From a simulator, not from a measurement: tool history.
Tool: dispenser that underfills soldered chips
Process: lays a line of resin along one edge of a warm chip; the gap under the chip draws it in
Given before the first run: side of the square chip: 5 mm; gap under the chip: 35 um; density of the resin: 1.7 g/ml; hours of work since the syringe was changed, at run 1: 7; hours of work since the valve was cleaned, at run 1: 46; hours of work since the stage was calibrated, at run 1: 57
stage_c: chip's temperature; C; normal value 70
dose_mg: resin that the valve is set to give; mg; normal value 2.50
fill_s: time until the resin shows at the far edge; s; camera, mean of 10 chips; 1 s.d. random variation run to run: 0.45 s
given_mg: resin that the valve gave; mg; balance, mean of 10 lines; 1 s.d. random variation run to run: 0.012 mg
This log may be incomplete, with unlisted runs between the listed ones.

run	hour	stage_c	dose_mg	hours of work since the syringe was changed	hours of work since the valve was cleaned	hours of work since the stage was calibrated	fill_s	given_mg
1	0.0	70	2.50	7	46	57	45.4	2.40
2	2.5	70	2.50	9	48	59	49.3	2.38
# hour 5.3: new syringe of resin
3	7.3	70	2.11	2	51	62	37.1	2.02
4	11.9	70	2.11	5	55	66	43.5	1.99
5	14.8	70	2.11	7	57	68	48.5	2.00
# hour 18.9: new syringe of resin
# hour 20.4: dispensing valve cleaned and set on the balance
6	20.8	70	2.50	1	0	72	34.2	2.50
7	25.0	70	2.50	4	4	75	39.6	2.50
8	27.9	70	2.50	6	6	77	44.3	2.49
9	32.8	70	2.50	10	10	81	53.1	2.47
# hour 33.7: new syringe of resin
10	37.8	70	2.15	3	13	85	39.7	2.12
11	41.9	70	2.50	6	17	88	45.4	2.46
12	44.6	70	2.63	9	19	90	49.0	2.58
# hour 47.3: new syringe of resin
13	50.4	70	2.63	2	23	95	38.6	2.58
14	53.4	70	2.50	5	25	97	42.4	2.43
15	58.8	69	2.50	9	30	101	53.1	2.43
# hour 61.0: new syringe of resin
16	61.5	69	2.50	0	31	103	36.5	2.43
17	65.7	69	2.50	4	35	106	41.6	2.41
18	69.1	59	2.50	6	37	109	66.3	2.41
19	71.4	59	2.50	8	39	111	71.4	2.40
# hour 74.7: new syringe of resin
20	76.6	63	2.58	1	43	115	45.8	2.47
21	81.2	64	2.50	5	47	118	52.2	2.42
22	86.2	79	2.50	9	50	122	36.8	2.40
# hour 88.6: new syringe of resin
23	88.9	79	2.50	0	52	124	26.2	2.38
24	91.2	79	2.50	2	54	126	28.0	2.37
25	94.9	75	2.59	5	57	129	35.8	2.45
26	97.9	70	2.97	7	59	131	46.8	2.81
# hour 100.1: dispensing valve cleaned and set on the balance
# hour 103.2: new syringe of resin
27	104.0	56	2.56	1	3	135	57.3	2.55
28	106.5	75	2.46	3	5	137	32.8	2.44
29	111.3	63	3.00	6	9	140	56.8	2.97
30	113.8	58	2.78	8	10	142	73.1	2.76
# hour 117.1: new syringe of resin
31	118.8	75	2.31	1	14	146	30.9	2.29
32	124.1	56	2.31	5	18	150	71.9	2.26
33	128.2	60	2.48	9	21	153	72.5	2.43
# hour 131.0: new syringe of resin
34	133.5	83	2.48	2	25	157	25.0	2.43
35	138.2	83	2.48	6	29	161	29.6	2.41
36	141.1	75	2.13	8	31	163	43.7	2.07

Here are 4 independent what-if runs from the current tool condition. What would each one return?
# hour 144.7: new syringe of resin
A	146.1	59	2.39	1	35	167	?	?
# hour 144.7: new syringe of resin
B	146.1	77	2.13	1	35	167	?	?
# hour 144.7: new syringe of resin
C	146.1	82	2.50	1	35	167	?	?
# hour 144.7: new syringe of resin
D	146.1	74	2.50	1	35	167	?	?

run	fill_s	given_mg
A	52.5	2.32
B	29.4	2.06
C	24.1	2.41
D	31.8	2.42
Had the tool no hidden state, the same runs would have come out as:
run	fill_s	given_mg
A	49.4	2.40
B	27.6	2.13
C	22.7	2.50
D	30.0	2.51
